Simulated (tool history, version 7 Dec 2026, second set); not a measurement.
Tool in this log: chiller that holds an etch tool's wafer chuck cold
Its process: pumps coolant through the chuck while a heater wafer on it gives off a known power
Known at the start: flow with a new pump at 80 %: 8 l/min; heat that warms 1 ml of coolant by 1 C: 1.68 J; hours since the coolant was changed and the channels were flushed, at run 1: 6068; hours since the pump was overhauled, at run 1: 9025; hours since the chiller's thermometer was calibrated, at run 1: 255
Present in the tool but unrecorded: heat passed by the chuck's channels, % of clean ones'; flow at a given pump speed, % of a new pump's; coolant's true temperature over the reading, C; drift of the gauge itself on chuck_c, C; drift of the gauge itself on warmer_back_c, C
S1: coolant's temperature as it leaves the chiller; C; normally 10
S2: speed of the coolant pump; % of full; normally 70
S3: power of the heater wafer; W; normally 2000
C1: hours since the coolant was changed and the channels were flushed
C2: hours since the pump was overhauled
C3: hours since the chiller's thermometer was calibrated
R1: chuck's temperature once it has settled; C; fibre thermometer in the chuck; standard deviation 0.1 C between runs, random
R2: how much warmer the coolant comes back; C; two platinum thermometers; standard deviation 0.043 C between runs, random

Run 1, hour 0: usual settings; C1 6068; C2 9025; C3 255. Result: R1 36.7 C, R2 11.38 C.
Run 2, hour 227.7: usual settings but S2 91 % of full; C1 6296; C2 9253; C3 482. Result: R1 32 C, R2 8.78 C.
Run 3, hour 331.9: usual settings but S1 2 C; C1 6400; C2 9357; C3 587. Result: R1 28.6 C, R2 11.41 C.
Run 4, hour 429: usual settings but S1 2 C; C1 6497; C2 9454; C3 684. Result: R1 28.7 C, R2 11.54 C.
Run 5, hour 602.1: usual settings but S1 2 C; C1 6671; C2 9627; C3 857. Result: R1 28.7 C, R2 11.52 C.
Run 6, hour 714.7: usual settings but S1 1 C; C1 6783; C2 9740; C3 969. Result: R1 27.9 C, R2 11.58 C.
Run 7, hour 867.6: usual settings but S1 1 C; C1 6936; C2 9893; C3 1122. Result: R1 27.9 C, R2 11.61 C.
Run 8, hour 1005.1: usual settings but S1 1 C; C1 7073; C2 10030; C3 1260. Result: R1 27.9 C, R2 11.53 C.
Run 9, hour 1192.7: usual settings but S1 2 C, S2 82 % of full, S3 1024 W; C1 7261; C2 10218; C3 1447. Result: R1 14.2 C, R2 5.07 C.
Run 10, hour 1305: usual settings but S1 2 C, S2 82 % of full, S3 1024 W; C1 7373; C2 10330; C3 1560. Result: R1 14.2 C, R2 5.07 C.
At hour 1362.6: coolant changed, channels flushed.
Run 11, hour 1515.5: usual settings but S1 13 C; C1 153; C2 10535; C3 1764. Result: R1 38.3 C, R2 11.6 C.
Run 12, hour 1691.9: usual settings but S2 67 % of full, S3 1342 W; C1 329; C2 10711; C3 1941. Result: R1 27.5 C, R2 8.18 C.
Run 13, hour 1865.7: usual settings but S1 5 C, S2 84 % of full, S3 1520 W; C1 503; C2 10885; C3 2114. Result: R1 21.7 C, R2 7.44 C.

Pick out some run-to-run changes in R1. Of each, how much would a tool without hidden state show as well, from the settings, what came in and chance, and how much is left for the hidden state and any gauge scatter not in both results compared?
Run 8 -> 9: S1 1 -> 2, S2 70 -> 82, S3 2000 -> 1024. R1 -13.7 C: hidden state -2.2, all else -11.5.
Run 10 -> 11: S1 2 -> 13, S2 82 -> 70, S3 1024 -> 2000, coolant changed, channels flushed. R1 +24.1 C: hidden state +0.4, all else +23.7.

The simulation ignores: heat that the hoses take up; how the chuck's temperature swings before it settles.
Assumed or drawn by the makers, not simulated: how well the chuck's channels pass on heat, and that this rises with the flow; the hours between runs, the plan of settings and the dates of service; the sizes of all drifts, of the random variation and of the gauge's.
